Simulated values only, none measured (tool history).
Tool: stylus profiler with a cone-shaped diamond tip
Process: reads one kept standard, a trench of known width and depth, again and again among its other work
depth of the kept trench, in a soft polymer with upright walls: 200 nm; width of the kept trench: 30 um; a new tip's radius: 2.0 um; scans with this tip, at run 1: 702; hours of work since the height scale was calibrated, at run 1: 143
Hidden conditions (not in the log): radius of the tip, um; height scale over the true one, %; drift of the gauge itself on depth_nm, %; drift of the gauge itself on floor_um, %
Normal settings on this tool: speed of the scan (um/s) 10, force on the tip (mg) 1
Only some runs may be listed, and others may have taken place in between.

| run | day | speed of the scan (um/s) | force on the tip (mg) | scans with this tip | hours of work since the height scale was calibrated | depth of the trench (angstrom) | width of the trench's floor (nm) |
|---|---|---|---|---|---|---|---|
| 1 | 0 | 10 | 1 | 702 | 143 | 2014 | 28110 |
| 2 | 0.396 | 10 | 1 | 727 | 148 | 2014.3 | 28190 |
| 3 | 0.804 | 10 | 1 | 752 | 153 | 2016.4 | 28140 |
| 4 | 1.088 | 10 | 1 | 770 | 157 | 2014.7 | 28100 |
| 5 | 1.425 | 10 | 1 | 791 | 161 | 2015 | 28180 |
| 6 | 1.733 | 10 | 1 | 810 | 165 | 2015 | 28150 |
| 7 | 2.167 | 10 | 1 | 837 | 171 | 2015.6 | 28160 |
| 8 | 2.762 | 10 | 1 | 875 | 178 | 2014.8 | 28150 |
| 9 | 3.062 | 10 | 1 | 893 | 182 | 2015.8 | 28130 |
| 10 | 3.588 | 10 | 1 | 926 | 189 | 2016 | 28150 |
| 11 | 3.875 | 10 | 1 | 944 | 192 | 2015.1 | 28120 |
| 12 | 4.433 | 3 | 1 | 979 | 199 | 2015.5 | 28170 |
| 13 | 5.112 | 6 | 1 | 1021 | 208 | 2015.7 | 28120 |
| 14 | 5.708 | 32 | 0.54 | 1058 | 216 | 2011.3 | 27940 |
| 15 | 6.088 | 4 | 1.66 | 1082 | 220 | 2021.1 | 28230 |
| 16 | 6.471 | 3 | 0.49 | 1106 | 225 | 2010.8 | 28130 |
| 17 | 6.846 | 3 | 0.49 | 1129 | 230 | 2013.8 | 28180 |
| 18 | 7.3 | 2 | 0.99 | 1158 | 236 | 2016.1 | 28230 |
| 19 | 7.979 | 12 | 1.91 | 1200 | 244 | 2022 | 28140 |
| 20 | 8.642 | 4 | 1.91 | 1241 | 253 | 2021.8 | 28210 |
| 21 | 9.117 | 10 | 0.57 | 1271 | 259 | 2014.2 | 28060 |
| 22 | 9.671 | 3 | 1.34 | 1306 | 266 | 2020.5 | 28090 |
| 23 | 10.062 | 4 | 1 | 1330 | 271 | 2017.6 | 28190 |
| 24 | 10.383 | 2 | 1 | 1350 | 275 | 2014.7 | 28190 |

Predict each of these 3 candidate next runs independently; none follows another, all start after run 24:
| A | 11.058 | 6 | 1.45 | 1392 | 283 | ? | ? |
| B | 11.058 | 10 | 1.53 | 1392 | 283 | ? | ? |
| C | 11.058 | 3 | 0.46 | 1392 | 283 | ? | ? |

| run | depth of the trench (angstrom) | width of the trench's floor (nm) |
|---|---|---|
| A | 2018 | 28160 |
| B | 2021.2 | 28130 |
| C | 2010.9 | 28180 |
Without the tool's unlogged condition, the same runs would have read:
| run | depth of the trench (angstrom) | width of the trench's floor (nm) |
|---|---|---|
| A | 2014.2 | 28250 |
| B | 2017.4 | 28220 |
| C | 2007 | 28270 |

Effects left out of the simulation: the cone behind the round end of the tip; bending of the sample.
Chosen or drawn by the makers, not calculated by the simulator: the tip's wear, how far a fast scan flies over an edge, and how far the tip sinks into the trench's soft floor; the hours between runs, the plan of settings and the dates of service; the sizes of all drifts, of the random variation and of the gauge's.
